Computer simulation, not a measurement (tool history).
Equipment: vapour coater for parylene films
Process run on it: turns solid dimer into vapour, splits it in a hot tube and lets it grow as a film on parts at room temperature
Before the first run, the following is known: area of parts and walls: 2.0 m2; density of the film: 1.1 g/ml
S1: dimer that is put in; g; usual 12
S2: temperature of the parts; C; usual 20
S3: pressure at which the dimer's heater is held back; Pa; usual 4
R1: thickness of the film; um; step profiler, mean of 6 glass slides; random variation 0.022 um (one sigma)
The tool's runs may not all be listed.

run	hour	S1	S2	S3	R1
1	0	12	20	4	3.25
2	25.1	12	20	4	3.29
3	37.6	12	20	4	3.24
4	57.8	12	20	2.59	3.47
5	88.3	12	15	4	3.8
6	115.8	12	15	5.49	3.63
7	137.6	12	15	5.49	3.64
8	155.7	12	15	5.49	3.61
9	169.5	12	15	5.49	3.66
10	193.9	7	31	4	1.34
11	208.9	10	13	2.11	3.72
12	228.9	7	26	2.64	1.67
13	255.2	7	26	2.64	1.71
14	281.4	15	26	5.31	3.21
15	308.5	15	22	5.31	3.61
16	334.5	12	30	4.44	2.35
17	351.6	12	30	4.44	2.37

4 options for the next run, each taken on its own from the tool as it stands now. Forecast them:
A	381.9	6	14	4.44	?
B	381.9	9	12	5.33	?
C	381.9	12	26	7.64	?
D	381.9	7	14	4	?

run	R1
A	1.92
B	2.98
C	2.44
D	2.26
Stripped of hidden state, with their random variation kept, the same runs would have yielded:
run	R1
A	1.93
B	2.99
C	2.45
D	2.27
